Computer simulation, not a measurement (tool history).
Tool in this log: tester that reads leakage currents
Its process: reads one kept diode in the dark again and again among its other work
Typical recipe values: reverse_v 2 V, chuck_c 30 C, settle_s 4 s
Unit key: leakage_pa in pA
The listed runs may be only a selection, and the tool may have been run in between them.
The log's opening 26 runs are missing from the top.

run    hour  reverse_v  chuck_c  settle_s  leakage_pa
 27     994       2.38       37      1.35      379.34
 28  1043.7       2.38       37      1.35      380.21
 29  1094.1       2.38       37      1.35      384.22
 30  1116.5       1.49       30      0.33      183.31
 31  1140.4          2       27      1.02      160.95
 32  1170.2          2       27      1.02       161.5
     1184.5  -- chuck's temperature calibrated
 33  1206.9          2       30      0.46      181.97
 34  1243.3        5.9       30      0.65      280.86
 35  1283.4       7.01       31      0.65      329.54

Forecast each of these 3 alternatives for the next run:
  A  1329.3          2       30      0.32           ?
  B  1329.3       3.11       38      0.74           ?
  C  1329.3          2       26         4           ?

run  leakage_pa
  A      184.08
  B      411.56
  C      132.44
Had the tool no hidden state, the same runs would have come out as:
run  leakage_pa
  A      181.14
  B      407.14
  C      129.49
